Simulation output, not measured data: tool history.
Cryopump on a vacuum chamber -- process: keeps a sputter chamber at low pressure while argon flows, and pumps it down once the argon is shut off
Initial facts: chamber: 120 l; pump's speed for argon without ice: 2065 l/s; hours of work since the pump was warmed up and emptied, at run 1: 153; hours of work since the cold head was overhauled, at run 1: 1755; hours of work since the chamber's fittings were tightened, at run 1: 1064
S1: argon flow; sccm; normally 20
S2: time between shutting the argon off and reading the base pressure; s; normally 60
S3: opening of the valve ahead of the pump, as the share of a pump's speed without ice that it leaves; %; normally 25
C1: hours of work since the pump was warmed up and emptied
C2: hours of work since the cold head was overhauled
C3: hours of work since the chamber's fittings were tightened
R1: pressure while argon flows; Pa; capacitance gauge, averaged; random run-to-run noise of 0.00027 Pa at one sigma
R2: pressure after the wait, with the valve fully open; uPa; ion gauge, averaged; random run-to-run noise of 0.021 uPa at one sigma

run	hour	S1	S2	S3	C1	C2	C3	R1	R2
1	0.0	20	60	25	153	1755	1064	0.0663	1.43
2	84.2	20	60	25	203	1805	1113	0.0660	1.46
3	171.0	20	60	25	254	1856	1164	0.0668	1.45
4	250.7	20	60	25	301	1903	1211	0.0673	1.49
5	333.6	20	60	25	350	1951	1260	0.0675	1.52
6	388.3	20	157	25	382	1983	1292	0.0672	0.76
7	480.9	20	157	25	436	2038	1346	0.0675	0.86
8	550.0	17	157	25	477	2079	1387	0.0580	0.78
9	617.0	17	157	25	516	2118	1426	0.0580	0.83
10	681.0	17	157	25	554	2156	1464	0.0580	0.84
11	771.0	20	36	25	607	2208	1517	0.0683	2.34
12	867.3	20	36	25	663	2265	1574	0.0688	2.34
13	966.1	20	36	25	721	2323	1632	0.0692	2.40
# hour 1038.4: pump warmed up, emptied and cooled again
14	1038.4	20	36	25	0	2363	1671	0.0659	2.27
15	1108.7	17	199	25	41	2404	1713	0.0560	0.71
16	1163.4	31	141	53	74	2436	1745	0.0489	0.86
17	1231.2	14	100	50	113	2476	1785	0.0236	1.07
18	1309.2	13	60	25	159	2522	1830	0.0429	1.52
19	1397.6	11	231	48	211	2574	1882	0.0198	0.71
20	1452.8	20	60	37	244	2606	1915	0.0454	1.58
21	1499.5	25	28	22	271	2634	1942	0.0945	2.90
22	1586.3	23	47	20	322	2685	1993	0.0959	1.87
23	1627.8	23	47	20	346	2709	2018	0.0964	1.89

Each row is a separate what-if for the run after 23, all from the same tool condition, not one after another. Results?
A	1710.7	12	60	25	395	2758	2067	?	?
B	1710.7	23	32	35	395	2758	2067	?	?
C	1710.7	16	145	28	395	2758	2067	?	?
D	1710.7	23	265	57	395	2758	2067	?	?

run	R1	R2
A	0.0405	1.63
B	0.0562	2.57
C	0.0486	0.88
D	0.0351	0.68
The same runs, with their run-to-run variation unchanged, on a tool lacking any hidden condition would have given:
run	R1	R2
A	0.0393	1.35
B	0.0539	2.30
C	0.0470	0.61
D	0.0328	0.40
